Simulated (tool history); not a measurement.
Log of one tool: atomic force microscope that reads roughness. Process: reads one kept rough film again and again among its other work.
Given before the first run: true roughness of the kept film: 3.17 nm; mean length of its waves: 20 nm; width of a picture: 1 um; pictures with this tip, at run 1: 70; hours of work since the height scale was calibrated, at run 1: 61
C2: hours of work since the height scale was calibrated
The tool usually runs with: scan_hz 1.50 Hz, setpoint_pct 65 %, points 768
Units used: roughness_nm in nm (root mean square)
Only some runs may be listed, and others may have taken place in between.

Run 1, hour 0.0: usual settings; pictures with this tip 70; C2 61. Result: roughness_nm 1.909 nm (root mean square).
At hour 6.9: new tip fitted.
Run 2, hour 6.9: usual settings; pictures with this tip 0; C2 64. Result: roughness_nm 2.527 nm (root mean square).
Run 3, hour 14.4: usual settings; pictures with this tip 10; C2 69. Result: roughness_nm 2.414 nm (root mean square).
Run 4, hour 22.0: usual settings; pictures with this tip 20; C2 73. Result: roughness_nm 2.284 nm (root mean square).
Run 5, hour 28.3: usual settings but setpoint_pct 64 %; pictures with this tip 28; C2 76. Result: roughness_nm 2.203 nm (root mean square).
Run 6, hour 33.8: usual settings but setpoint_pct 64 %; pictures with this tip 35; C2 79. Result: roughness_nm 2.125 nm (root mean square).
Run 7, hour 39.0: usual settings but setpoint_pct 64 %; pictures with this tip 42; C2 82. Result: roughness_nm 2.058 nm (root mean square).
Run 8, hour 46.8: usual settings but scan_hz 1.73 Hz; pictures with this tip 52; C2 87. Result: roughness_nm 1.970 nm (root mean square).
Run 9, hour 57.2: usual settings but scan_hz 1.73 Hz; pictures with this tip 66; C2 93. Result: roughness_nm 1.852 nm (root mean square).
Run 10, hour 64.3: usual settings but points 259; pictures with this tip 75; C2 97. Result: roughness_nm 1.761 nm (root mean square).
At hour 67.2: new tip fitted.
Run 11, hour 71.0: usual settings but points 259; pictures with this tip 5; C2 100. Result: roughness_nm 2.364 nm (root mean square).
Run 12, hour 76.9: usual settings but setpoint_pct 73 %; pictures with this tip 13; C2 103. Result: roughness_nm 2.258 nm (root mean square).
Run 13, hour 81.5: usual settings but setpoint_pct 73 %; pictures with this tip 19; C2 106. Result: roughness_nm 2.201 nm (root mean square).
Run 14, hour 85.8: usual settings but setpoint_pct 73 %; pictures with this tip 24; C2 108. Result: roughness_nm 2.142 nm (root mean square).
Run 15, hour 94.9: usual settings but setpoint_pct 73 %; pictures with this tip 36; C2 113. Result: roughness_nm 2.026 nm (root mean square).
Run 16, hour 99.5: usual settings but setpoint_pct 73 %; pictures with this tip 42; C2 116. Result: roughness_nm 1.975 nm (root mean square).
Run 17, hour 107.9: usual settings but setpoint_pct 71 %; pictures with this tip 53; C2 121. Result: roughness_nm 1.904 nm (root mean square).
Run 18, hour 117.8: usual settings but setpoint_pct 71 %; pictures with this tip 66; C2 126. Result: roughness_nm 1.801 nm (root mean square).
At hour 127.6: new tip fitted.
Run 19, hour 128.8: usual settings; pictures with this tip 2; C2 132. Result: roughness_nm 2.521 nm (root mean square).
Run 20, hour 133.4: usual settings; pictures with this tip 8; C2 135. Result: roughness_nm 2.460 nm (root mean square).
Run 21, hour 142.3: usual settings; pictures with this tip 19; C2 140. Result: roughness_nm 2.329 nm (root mean square).
Run 22, hour 151.9: usual settings but scan_hz 1.15 Hz; pictures with this tip 32; C2 145. Result: roughness_nm 2.213 nm (root mean square).
At hour 153.8: height scale calibrated on a step standard.
Run 23, hour 162.1: usual settings but scan_hz 1.15 Hz; pictures with this tip 44; C2 5. Result: roughness_nm 2.100 nm (root mean square).
Run 24, hour 170.6: usual settings but setpoint_pct 77 %; pictures with this tip 55; C2 9. Result: roughness_nm 1.829 nm (root mean square).
Run 25, hour 180.3: usual settings but points 347; pictures with this tip 67; C2 15. Result: roughness_nm 1.832 nm (root mean square).
Run 26, hour 186.4: usual settings but points 347; pictures with this tip 75; C2 18. Result: roughness_nm 1.778 nm (root mean square).
At hour 189.0: new tip fitted.
Run 27, hour 196.2: usual settings but setpoint_pct 57 %, points 471; pictures with this tip 10; C2 23. Result: roughness_nm 2.470 nm (root mean square).
Run 28, hour 204.0: usual settings but setpoint_pct 57 %, points 471; pictures with this tip 20; C2 28. Result: roughness_nm 2.353 nm (root mean square).
Run 29, hour 211.8: usual settings but scan_hz 0.65 Hz, setpoint_pct 57 %, points 471; pictures with this tip 30; C2 32. Result: roughness_nm 2.289 nm (root mean square).
At hour 217.9: height scale calibrated on a step standard, once more.
Run 30, hour 219.8: usual settings but scan_hz 0.90 Hz, setpoint_pct 82 %, points 608; pictures with this tip 39; C2 1. Result: roughness_nm 2.012 nm (root mean square).
Run 31, hour 229.5: usual settings but scan_hz 3.35 Hz, setpoint_pct 58 %, points 895; pictures with this tip 52; C2 6. Result: roughness_nm 1.920 nm (root mean square).
Run 32, hour 238.1: usual settings but scan_hz 3.35 Hz, setpoint_pct 58 %, points 895; pictures with this tip 63; C2 11. Result: roughness_nm 1.845 nm (root mean square).
Run 33, hour 243.2: usual settings but setpoint_pct 89 %, points 634; pictures with this tip 69; C2 14. Result: roughness_nm 1.588 nm (root mean square).
Run 34, hour 249.0: usual settings but setpoint_pct 89 %, points 634; pictures with this tip 77; C2 17. Result: roughness_nm 1.534 nm (root mean square).
At hour 250.3: new tip fitted.
Run 35, hour 254.8: usual settings but scan_hz 3.46 Hz, setpoint_pct 68 %; pictures with this tip 6; C2 20. Result: roughness_nm 2.199 nm (root mean square).
Run 36, hour 261.4: usual settings but scan_hz 0.58 Hz, setpoint_pct 70 %, points 964; pictures with this tip 15; C2 24. Result: roughness_nm 2.454 nm (root mean square).
Run 37, hour 271.0: usual settings but scan_hz 1.81 Hz, setpoint_pct 74 %, points 882; pictures with this tip 27; C2 29. Result: roughness_nm 2.088 nm (root mean square).
Run 38, hour 275.9: usual settings but scan_hz 3.10 Hz, setpoint_pct 78 %, points 798; pictures with this tip 33; C2 32. Result: roughness_nm 1.796 nm (root mean square).
Run 39, hour 283.0: usual settings but scan_hz 0.63 Hz, setpoint_pct 78 %, points 750; pictures with this tip 43; C2 36. Result: roughness_nm 2.086 nm (root mean square).
Run 40, hour 289.0: usual settings but scan_hz 0.53 Hz, points 471; pictures with this tip 51; C2 40. Result: roughness_nm 2.074 nm (root mean square).
Run 41, hour 298.9: usual settings but scan_hz 0.80 Hz, setpoint_pct 68 %, points 471; pictures with this tip 64; C2 45. Result: roughness_nm 1.915 nm (root mean square).
Run 42, hour 309.4: usual settings but scan_hz 0.80 Hz, setpoint_pct 66 %, points 667; pictures with this tip 77; C2 51. Result: roughness_nm 1.841 nm (root mean square).
At hour 310.4: new tip fitted.
Run 43, hour 315.8: usual settings but scan_hz 1.63 Hz, setpoint_pct 82 %, points 345; pictures with this tip 7; C2 54. Result: roughness_nm 2.165 nm (root mean square).
Run 44, hour 321.7: usual settings but scan_hz 1.68 Hz, points 775; pictures with this tip 15; C2 58. Result: roughness_nm 2.331 nm (root mean square).
Run 45, hour 328.1: usual settings but scan_hz 1.22 Hz, setpoint_pct 86 %, points 510; pictures with this tip 23; C2 61. Result: roughness_nm 2.040 nm (root mean square).
Run 46, hour 336.9: usual settings but scan_hz 3.05 Hz, points 286; pictures with this tip 34; C2 66. Result: roughness_nm 1.969 nm (root mean square).
Run 47, hour 343.0: usual settings but scan_hz 0.65 Hz, points 353; pictures with this tip 42; C2 70. Result: roughness_nm 2.124 nm (root mean square).
Run 48, hour 351.7: usual settings but scan_hz 0.65 Hz, points 353; pictures with this tip 54; C2 74. Result: roughness_nm 2.009 nm (root mean square).
Run 49, hour 360.9: usual settings but scan_hz 1.83 Hz, setpoint_pct 60 %; pictures with this tip 66; C2 80. Result: roughness_nm 1.895 nm (root mean square).

For each entry between runs, how does the tool's hidden state at the last listed run before it compare with that at the first listed run after it?
Between runs 1 and 2: new tip fitted (hour 6.9)
  radius of the tip, nm: 17.6 -> 5.3
  measured less the result without the state, roughness_nm: -0.645 -> -0.015 nm (root mean square)
Between runs 10 and 11: new tip fitted (hour 67.2)
  radius of the tip, nm: 20 -> 6.7; height scale over the true one, %: 0.33 -> 0.34
  measured less the result without the state, roughness_nm: -0.706 -> -0.099 nm (root mean square)
Between runs 18 and 19: new tip fitted (hour 127.6)
  radius of the tip, nm: 19.1 -> 5.4; height scale over the true one, %: 0.39 -> 0.41
  measured less the result without the state, roughness_nm: -0.677 -> -0.019 nm (root mean square)
Between runs 22 and 23: height scale calibrated on a step standard (hour 153.8)
  radius of the tip, nm: 11.5 -> 14; height scale over the true one, %: 0.43 -> 0.62
  measured less the result without the state, roughness_nm: -0.376 -> -0.498 nm (root mean square)
Between runs 26 and 27: new tip fitted (hour 189.0)
  radius of the tip, nm: 20.5 -> 7.3; height scale over the true one, %: 0.65 -> 0.66
  measured less the result without the state, roughness_nm: -0.728 -> -0.135 nm (root mean square)
Between runs 29 and 30: height scale calibrated on a step standard, once more (hour 217.9)
  radius of the tip, nm: 11.3 -> 13.3; height scale over the true one, %: 0.68 -> 0
  measured less the result without the state, roughness_nm: -0.375 -> -0.450 nm (root mean square)
Between runs 34 and 35: new tip fitted (hour 250.3)
  radius of the tip, nm: 20.9 -> 6.3
  measured less the result without the state, roughness_nm: -0.658 -> -0.078 nm (root mean square)
Between runs 42 and 43: new tip fitted (hour 310.4)
  radius of the tip, nm: 20.7 -> 6.8; height scale over the true one, %: 0.1 -> 0.11
  measured less the result without the state, roughness_nm: -0.781 -> -0.101 nm (root mean square)
